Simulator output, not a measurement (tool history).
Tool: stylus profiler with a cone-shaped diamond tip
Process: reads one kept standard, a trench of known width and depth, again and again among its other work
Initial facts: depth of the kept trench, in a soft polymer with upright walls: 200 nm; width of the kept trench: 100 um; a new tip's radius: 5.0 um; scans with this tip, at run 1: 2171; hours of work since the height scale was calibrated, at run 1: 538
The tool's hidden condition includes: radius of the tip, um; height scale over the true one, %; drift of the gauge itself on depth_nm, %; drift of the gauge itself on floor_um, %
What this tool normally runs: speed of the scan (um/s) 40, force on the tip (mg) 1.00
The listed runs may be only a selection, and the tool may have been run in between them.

run,hour,speed of the scan (um/s),force on the tip (mg),scans with this tip,hours of work since the height scale was calibrated,depth of the trench (Å),width of the trench's floor (um)
1,0.0,40,1.00,2171,538,2002.8,96.69
2,29.8,40,1.00,2240,555,2000.4,96.65
3,57.3,40,2.54,2304,571,2006.5,96.79
4,85.4,40,2.54,2369,587,2008.7,96.75
# hour 89.5: height scale calibrated on a step standard
5,128.3,68,2.54,2468,22,2004.8,96.63
6,155.3,15,0.47,2530,38,1997.2,96.84

Predict the results of run 7:
7,192.7,34,1.17,2617,59,?,?

Run 7 yielded depth of the trench (Å) 1999.9, width of the trench's floor (um) 96.79.
Minus the tool's unlogged condition, the same run would have read depth of the trench (Å) 2007.3, width of the trench's floor (um) 97.02.

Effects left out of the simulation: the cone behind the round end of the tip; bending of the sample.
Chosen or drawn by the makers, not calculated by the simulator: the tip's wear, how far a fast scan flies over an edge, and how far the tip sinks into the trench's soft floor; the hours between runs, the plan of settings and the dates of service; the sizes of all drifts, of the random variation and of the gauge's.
